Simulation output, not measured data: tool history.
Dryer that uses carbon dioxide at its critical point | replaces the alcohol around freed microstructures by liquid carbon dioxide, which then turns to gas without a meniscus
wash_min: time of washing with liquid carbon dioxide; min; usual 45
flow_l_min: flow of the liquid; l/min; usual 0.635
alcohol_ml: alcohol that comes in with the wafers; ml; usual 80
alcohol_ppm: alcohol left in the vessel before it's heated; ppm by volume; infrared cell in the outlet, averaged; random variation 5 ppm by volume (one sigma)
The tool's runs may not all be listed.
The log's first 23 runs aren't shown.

{"run": 24, "hour": 170.0, "wash_min": 45, "flow_l_min": 0.635, "alcohol_ml": 80, "alcohol_ppm": 96}
{"hour": 172.3, "done": "inlet filter changed"}
{"run": 25, "hour": 176.8, "wash_min": 55, "flow_l_min": 0.681, "alcohol_ml": 80, "alcohol_ppm": 24}
{"run": 26, "hour": 182.2, "wash_min": 55, "flow_l_min": 0.681, "alcohol_ml": 80, "alcohol_ppm": 35}
{"run": 27, "hour": 187.6, "wash_min": 30, "flow_l_min": 0.635, "alcohol_ml": 111, "alcohol_ppm": 324}
{"run": 28, "hour": 195.3, "wash_min": 34, "flow_l_min": 0.507, "alcohol_ml": 31, "alcohol_ppm": 167}
{"run": 29, "hour": 202.6, "wash_min": 34, "flow_l_min": 0.507, "alcohol_ml": 31, "alcohol_ppm": 172}
{"run": 30, "hour": 207.8, "wash_min": 57, "flow_l_min": 0.922, "alcohol_ml": 31, "alcohol_ppm": 35}
{"run": 31, "hour": 212.8, "wash_min": 69, "flow_l_min": 0.573, "alcohol_ml": 31, "alcohol_ppm": 34}
{"run": 32, "hour": 221.5, "wash_min": 45, "flow_l_min": 0.431, "alcohol_ml": 80, "alcohol_ppm": 247}
{"run": 33, "hour": 229.3, "wash_min": 45, "flow_l_min": 0.431, "alcohol_ml": 80, "alcohol_ppm": 250}
{"run": 34, "hour": 237.4, "wash_min": 63, "flow_l_min": 0.431, "alcohol_ml": 50, "alcohol_ppm": 57}
{"run": 35, "hour": 243.6, "wash_min": 63, "flow_l_min": 0.431, "alcohol_ml": 50, "alcohol_ppm": 50}
{"run": 36, "hour": 253.1, "wash_min": 63, "flow_l_min": 0.431, "alcohol_ml": 50, "alcohol_ppm": 60}
{"run": 37, "hour": 258.4, "wash_min": 67, "flow_l_min": 0.431, "alcohol_ml": 50, "alcohol_ppm": 51}
{"run": 38, "hour": 266.4, "wash_min": 67, "flow_l_min": 0.874, "alcohol_ml": 26, "alcohol_ppm": 43}
{"run": 39, "hour": 274.1, "wash_min": 63, "flow_l_min": 0.874, "alcohol_ml": 26, "alcohol_ppm": 35}
{"run": 40, "hour": 278.9, "wash_min": 63, "flow_l_min": 0.874, "alcohol_ml": 26, "alcohol_ppm": 37}
{"run": 41, "hour": 287.6, "wash_min": 66, "flow_l_min": 0.436, "alcohol_ml": 80, "alcohol_ppm": 60}
{"run": 42, "hour": 295.4, "wash_min": 66, "flow_l_min": 0.436, "alcohol_ml": 80, "alcohol_ppm": 59}
{"run": 43, "hour": 302.7, "wash_min": 66, "flow_l_min": 0.436, "alcohol_ml": 80, "alcohol_ppm": 60}
{"run": 44, "hour": 310.4, "wash_min": 37, "flow_l_min": 0.869, "alcohol_ml": 98, "alcohol_ppm": 57}
{"run": 45, "hour": 316.4, "wash_min": 40, "flow_l_min": 0.603, "alcohol_ml": 61, "alcohol_ppm": 104}
{"run": 46, "hour": 324.3, "wash_min": 31, "flow_l_min": 0.6, "alcohol_ml": 30, "alcohol_ppm": 144}
{"run": 47, "hour": 333.0, "wash_min": 65, "flow_l_min": 0.444, "alcohol_ml": 114, "alcohol_ppm": 79}
{"run": 48, "hour": 340.1, "wash_min": 45, "flow_l_min": 0.395, "alcohol_ml": 50, "alcohol_ppm": 246}

Forecast each of these 3 alternatives for the next run:
{"run": "A", "hour": 349.8, "wash_min": 62, "flow_l_min": 0.455, "alcohol_ml": 80, "alcohol_ppm": "?"}
{"run": "B", "hour": 349.8, "wash_min": 45, "flow_l_min": 0.891, "alcohol_ml": 47, "alcohol_ppm": "?"}
{"run": "C", "hour": 349.8, "wash_min": 67, "flow_l_min": 0.997, "alcohol_ml": 45, "alcohol_ppm": "?"}

run=A alcohol_ppm=68
run=B alcohol_ppm=45
run=C alcohol_ppm=50
Without the tool's hidden state the same runs would have given:
run=A alcohol_ppm=18
run=B alcohol_ppm=5
run=C alcohol_ppm=10
